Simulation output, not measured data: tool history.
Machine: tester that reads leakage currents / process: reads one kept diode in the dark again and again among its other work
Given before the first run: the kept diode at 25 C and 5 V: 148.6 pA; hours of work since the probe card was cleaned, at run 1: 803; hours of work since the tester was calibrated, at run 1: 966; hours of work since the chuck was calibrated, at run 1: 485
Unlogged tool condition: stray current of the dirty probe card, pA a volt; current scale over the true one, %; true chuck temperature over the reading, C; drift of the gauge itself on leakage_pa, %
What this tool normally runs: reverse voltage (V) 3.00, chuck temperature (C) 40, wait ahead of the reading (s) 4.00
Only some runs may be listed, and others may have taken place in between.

run	hour	reverse voltage (V)	chuck temperature (C)	wait ahead of the reading (s)	hours of work since the probe card was cleaned	hours of work since the tester was calibrated	hours of work since the chuck was calibrated	current that the tester gives (pA)
1	0.0	3.00	40	4.00	803	966	485	365.57
2	125.4	3.00	40	4.00	881	1044	563	361.67
3	212.3	3.00	28	4.00	935	1099	618	143.01
4	300.6	6.03	40	4.00	990	1154	673	438.00
# hour 410.2: chuck's temperature calibrated
5	474.8	3.00	40	4.00	1098	1261	40	332.82
6	614.1	3.00	51	4.00	1185	1348	127	715.68
# hour 698.4: chuck's temperature calibrated, once more
7	700.5	3.00	40	4.00	1238	1401	1	405.86
8	810.6	3.00	40	4.00	1306	1470	70	400.07
9	899.8	3.00	40	4.00	1362	1525	126	396.17
10	974.2	1.17	40	4.00	1409	1572	172	295.24
11	1077.6	1.17	40	4.00	1473	1636	237	290.11
12	1160.1	3.00	49	4.00	1525	1688	288	728.93
13	1273.0	3.00	40	1.82	1595	1758	359	383.04
14	1376.5	3.00	40	1.82	1660	1823	424	377.90
15	1492.2	3.00	40	1.82	1732	1895	496	373.96
16	1667.4	3.00	40	1.82	1842	2005	605	364.15
17	1758.6	3.00	40	4.00	1898	2062	662	361.44
18	1859.4	3.00	40	4.00	1961	2125	725	358.68
# hour 1892.5: chuck's temperature calibrated
19	1983.1	11.09	40	1.69	2037	2201	57	610.82
20	2127.0	7.97	25	8.03	2127	2291	146	174.56
21	2253.2	7.97	25	8.03	2206	2369	225	173.73
22	2345.1	5.97	22	8.03	2263	2427	283	123.45
23	2437.2	8.98	35	2.22	2321	2484	340	379.01
24	2587.9	8.98	35	2.22	2415	2578	434	370.60
25	2764.2	2.47	40	1.20	2525	2688	544	354.50
26	2920.0	3.00	40	0.64	2623	2786	642	369.28
27	3008.0	1.11	40	9.50	2677	2841	697	269.58
# hour 3031.0: tester calibrated
# hour 3081.4: chuck's temperature calibrated
28	3085.8	1.11	40	9.50	2724	33	3	292.80
29	3158.7	1.11	47	5.05	2769	79	48	478.35
30	3310.0	3.00	39	4.00	2864	173	143	361.07
31	3434.5	3.00	39	4.00	2941	251	221	356.62
# hour 3488.5: probe card cleaned and baked
32	3561.5	3.00	37	1.03	46	328	298	302.55
33	3657.5	1.21	37	1.03	106	388	358	226.86
34	3748.3	1.18	21	9.80	162	445	415	63.55
35	3849.9	15.36	43	0.60	226	508	478	750.61

Run 36 comes next. What will it give?
36	3961.6	15.36	43	0.60	295	578	548	?

{"run 36": {"current that the tester gives (pA)": 743.63}}
Minus the tool's unlogged condition, the same run would have read current that the tester gives (pA) 820.57.
